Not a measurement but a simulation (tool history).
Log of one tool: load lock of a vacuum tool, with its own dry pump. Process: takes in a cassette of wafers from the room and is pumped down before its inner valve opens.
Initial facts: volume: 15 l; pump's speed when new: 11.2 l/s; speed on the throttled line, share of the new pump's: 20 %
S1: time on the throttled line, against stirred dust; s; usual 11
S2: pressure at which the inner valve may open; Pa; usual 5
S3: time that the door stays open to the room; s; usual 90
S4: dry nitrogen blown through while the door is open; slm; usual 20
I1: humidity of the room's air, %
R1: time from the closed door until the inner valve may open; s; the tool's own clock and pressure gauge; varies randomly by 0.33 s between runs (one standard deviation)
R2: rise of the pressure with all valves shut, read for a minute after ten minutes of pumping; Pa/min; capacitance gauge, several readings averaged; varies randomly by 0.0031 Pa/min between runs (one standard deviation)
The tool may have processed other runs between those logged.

{"run": 1, "hour": 0.0, "S1": 11, "S2": 5, "S3": 90, "S4": 20, "I1": 44.4, "R1": 24.2, "R2": 0.068}
{"run": 2, "hour": 255.0, "S1": 11, "S2": 5, "S3": 90, "S4": 20, "I1": 46.5, "R1": 24.4, "R2": 0.072}
{"run": 3, "hour": 523.5, "S1": 11, "S2": 5, "S3": 90, "S4": 20, "I1": 45.0, "R1": 24.2, "R2": 0.081}
{"run": 4, "hour": 759.7, "S1": 11, "S2": 4, "S3": 90, "S4": 20, "I1": 44.4, "R1": 25.1, "R2": 0.083}
{"run": 5, "hour": 976.9, "S1": 11, "S2": 8, "S3": 90, "S4": 20, "I1": 42.9, "R1": 24.1, "R2": 0.093}
{"run": 6, "hour": 1224.3, "S1": 11, "S2": 5, "S3": 90, "S4": 20, "I1": 43.8, "R1": 23.9, "R2": 0.11}
{"run": 7, "hour": 1553.3, "S1": 11, "S2": 5, "S3": 90, "S4": 20, "I1": 48.4, "R1": 25.1, "R2": 0.128}
{"run": 8, "hour": 1833.6, "S1": 11, "S2": 5, "S3": 90, "S4": 4, "I1": 45.5, "R1": 25.0, "R2": 0.162}
{"run": 9, "hour": 2161.3, "S1": 11, "S2": 5, "S3": 90, "S4": 20, "I1": 44.2, "R1": 25.1, "R2": 0.146}
{"run": 10, "hour": 2464.7, "S1": 7, "S2": 5, "S3": 90, "S4": 20, "I1": 48.6, "R1": 21.4, "R2": 0.18}
{"run": 11, "hour": 2737.7, "S1": 7, "S2": 5, "S3": 90, "S4": 20, "I1": 44.5, "R1": 22.2, "R2": 0.193}
{"run": 12, "hour": 2931.1, "S1": 11, "S2": 5, "S3": 205, "S4": 20, "I1": 47.0, "R1": 24.5, "R2": 0.242}
{"run": 13, "hour": 3180.7, "S1": 11, "S2": 5, "S3": 205, "S4": 20, "I1": 41.8, "R1": 25.4, "R2": 0.248}
{"run": 14, "hour": 3448.8, "S1": 11, "S2": 5, "S3": 90, "S4": 20, "I1": 44.2, "R1": 25.3, "R2": 0.247}
{"run": 15, "hour": 3750.1, "S1": 11, "S2": 5, "S3": 90, "S4": 20, "I1": 42.1, "R1": 25.8, "R2": 0.271}
{"run": 16, "hour": 3897.9, "S1": 11, "S2": 10, "S3": 90, "S4": 20, "I1": 45.9, "R1": 23.8, "R2": 0.283}
{"run": 17, "hour": 4201.4, "S1": 11, "S2": 10, "S3": 90, "S4": 20, "I1": 42.6, "R1": 24.7, "R2": 0.307}
{"run": 18, "hour": 4361.1, "S1": 11, "S2": 8, "S3": 90, "S4": 20, "I1": 46.9, "R1": 24.7, "R2": 0.333}
{"hour": 4524.0, "done": "dry pump taken out, an overhauled one fitted"}
{"run": 19, "hour": 4692.7, "S1": 11, "S2": 8, "S3": 90, "S4": 20, "I1": 45.0, "R1": 21.9, "R2": 0.366}
{"run": 20, "hour": 4906.5, "S1": 8, "S2": 6, "S3": 46, "S4": 9, "I1": 44.3, "R1": 19.8, "R2": 0.381}
{"run": 21, "hour": 5054.4, "S1": 21, "S2": 5, "S3": 90, "S4": 20, "I1": 44.5, "R1": 30.4, "R2": 0.403}

For run 22, what comes out?
{"run": 22, "hour": 5361.2, "S1": 8, "S2": 9, "S3": 151, "S4": 17, "I1": 42.1, "R1": "?", "R2": "?"}

Run 22 yielded R1 19.1 s, R2 0.447 Pa/min.
Had the tool carried no hidden state, the very same run would have given R1 18.9 s, R2 0.070 Pa/min.

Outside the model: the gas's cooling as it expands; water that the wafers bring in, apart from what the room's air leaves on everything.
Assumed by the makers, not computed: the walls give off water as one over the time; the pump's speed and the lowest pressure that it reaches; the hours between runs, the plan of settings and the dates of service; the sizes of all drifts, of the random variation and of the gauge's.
